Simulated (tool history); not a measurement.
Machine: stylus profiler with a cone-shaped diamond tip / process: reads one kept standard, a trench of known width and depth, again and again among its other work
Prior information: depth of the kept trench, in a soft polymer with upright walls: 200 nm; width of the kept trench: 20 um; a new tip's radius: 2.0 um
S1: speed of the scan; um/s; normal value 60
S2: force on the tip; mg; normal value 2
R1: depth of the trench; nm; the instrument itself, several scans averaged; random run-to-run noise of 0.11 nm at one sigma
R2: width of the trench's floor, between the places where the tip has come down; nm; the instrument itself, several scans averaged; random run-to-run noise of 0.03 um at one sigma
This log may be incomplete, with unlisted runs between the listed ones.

Run 1, day 0: usual settings. Result: R1 203.65 nm, R2 17570 nm.
Run 2, day 0.996: usual settings. Result: R1 203.82 nm, R2 17590 nm.
Run 3, day 1.825: usual settings. Result: R1 203.65 nm, R2 17540 nm.
Run 4, day 2.9: usual settings. Result: R1 203.66 nm, R2 17570 nm.
Run 5, day 4.617: usual settings. Result: R1 203.68 nm, R2 17570 nm.
Run 6, day 5.962: usual settings. Result: R1 203.69 nm, R2 17570 nm.
Run 7, day 7.271: usual settings. Result: R1 203.67 nm, R2 17570 nm.
Run 8, day 8.517: usual settings. Result: R1 203.8 nm, R2 17580 nm.
Run 9, day 9.596: usual settings. Result: R1 203.79 nm, R2 17570 nm.
Run 10, day 11.175: usual settings but S2 0.91 mg. Result: R1 202.72 nm, R2 17340 nm.
Run 11, day 12.029: usual settings but S2 0.91 mg. Result: R1 202.6 nm, R2 17370 nm.
Run 12, day 13.162: usual settings but S2 0.91 mg. Result: R1 202.7 nm, R2 17310 nm.
Run 13, day 14.7: usual settings but S2 0.91 mg. Result: R1 202.65 nm, R2 17380 nm.
Run 14, day 16.092: usual settings but S2 0.91 mg. Result: R1 202.62 nm, R2 17350 nm.
Run 15, day 17.271: usual settings but S2 0.91 mg. Result: R1 202.7 nm, R2 17380 nm.
Run 16, day 18.662: usual settings but S2 0.91 mg. Result: R1 202.77 nm, R2 17330 nm.
Run 17, day 20.488: usual settings but S1 127 um/s. Result: R1 204 nm, R2 17090 nm.
Run 18, day 21.992: usual settings but S1 127 um/s. Result: R1 203.86 nm, R2 17070 nm.
Run 19, day 23.346: usual settings but S1 127 um/s. Result: R1 203.81 nm, R2 17050 nm.

Run 20 comes next. What will it give?
Run 20, day 24.446: usual settings but S1 127 um/s. Result: R1 ?, R2 ?.

{"run 20": {"R1": 204.05, "R2": 17050}}
Without the tool's hidden state the same run would have given R1 202.74 nm, R2 17350 nm.

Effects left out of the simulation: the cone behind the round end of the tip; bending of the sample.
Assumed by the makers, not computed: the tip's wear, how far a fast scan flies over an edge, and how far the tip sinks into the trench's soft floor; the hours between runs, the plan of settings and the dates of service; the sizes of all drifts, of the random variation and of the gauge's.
